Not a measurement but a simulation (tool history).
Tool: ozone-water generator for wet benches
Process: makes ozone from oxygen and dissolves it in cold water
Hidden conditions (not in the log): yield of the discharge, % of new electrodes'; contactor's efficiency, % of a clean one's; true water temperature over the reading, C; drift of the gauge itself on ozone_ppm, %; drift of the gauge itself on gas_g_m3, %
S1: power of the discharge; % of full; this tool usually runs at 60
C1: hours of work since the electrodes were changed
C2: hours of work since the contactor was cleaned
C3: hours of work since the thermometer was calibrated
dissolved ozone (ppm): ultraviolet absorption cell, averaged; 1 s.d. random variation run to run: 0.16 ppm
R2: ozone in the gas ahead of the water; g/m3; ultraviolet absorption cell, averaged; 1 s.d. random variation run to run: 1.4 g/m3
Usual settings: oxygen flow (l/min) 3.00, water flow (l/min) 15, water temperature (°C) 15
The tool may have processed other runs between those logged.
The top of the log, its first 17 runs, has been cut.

Run 18, day 43.575: usual settings but S1 98 % of full, oxygen flow (l/min) 2.92, water flow (l/min) 14, water temperature (°C) 13; C1 2685; C2 5972; C3 3572. Result: dissolved ozone (ppm) 27.7, R2 326.7 g/m3.
Run 19, day 46.071: usual settings but S1 98 % of full, oxygen flow (l/min) 2.92, water flow (l/min) 14, water temperature (°C) 13; C1 2726; C2 6014; C3 3614. Result: dissolved ozone (ppm) 27.7, R2 325.5 g/m3.
Run 20, day 49.292: usual settings but S1 98 % of full, oxygen flow (l/min) 2.92, water flow (l/min) 14, water temperature (°C) 13; C1 2780; C2 6068; C3 3668. Result: dissolved ozone (ppm) 28.1, R2 326.0 g/m3.
Run 21, day 51.038: usual settings but S1 55 % of full, oxygen flow (l/min) 2.83, water temperature (°C) 19; C1 2809; C2 6097; C3 3697. Result: dissolved ozone (ppm) 18.1, R2 247.4 g/m3.
Run 22, day 53.546: usual settings but S1 65 % of full, water temperature (°C) 8; C1 2851; C2 6139; C3 3739. Result: dissolved ozone (ppm) 22.1, R2 263.3 g/m3.
Run 23, day 56.529: usual settings but S1 65 % of full, water temperature (°C) 8; C1 2901; C2 6189; C3 3789. Result: dissolved ozone (ppm) 22.3, R2 266.5 g/m3.
Run 24, day 58.133: usual settings but S1 65 % of full, water temperature (°C) 8; C1 2928; C2 6215; C3 3816. Result: dissolved ozone (ppm) 22.3, R2 264.0 g/m3.
Run 25, day 59.758: usual settings but S1 52 % of full, oxygen flow (l/min) 2.89; C1 2955; C2 6242; C3 3843. Result: dissolved ozone (ppm) 18.4, R2 241.6 g/m3.
Run 26, day 62.646: usual settings but S1 89 % of full, oxygen flow (l/min) 2.35, water flow (l/min) 10, water temperature (°C) 8; C1 3003; C2 6291; C3 3891. Result: dissolved ozone (ppm) 38.0, R2 344.4 g/m3.
Run 27, day 64.367: usual settings but S1 44 % of full, oxygen flow (l/min) 2.35, water flow (l/min) 10, water temperature (°C) 8; C1 3032; C2 6319; C3 3920. Result: dissolved ozone (ppm) 26.1, R2 240.7 g/m3.
Run 28, day 66.338: usual settings but S1 47 % of full, water temperature (°C) 12; C1 3065; C2 6352; C3 3953. Result: dissolved ozone (ppm) 18.4, R2 221.9 g/m3.

Run 29 has not been measured yet. What should we expect?
Run 29, day 68.417: usual settings but S1 81 % of full, oxygen flow (l/min) 4.50, water temperature (°C) 12; C1 3100; C2 6387; C3 3987. Result: dissolved ozone (ppm) ?, R2 ?.

Run 29 measured dissolved ozone (ppm) 25.5, R2 245.5 g/m3.
Take away the tool's hidden state, keep the run-to-run variation as it was, and the same run would have given dissolved ozone (ppm) 25.5, R2 245.6 g/m3.
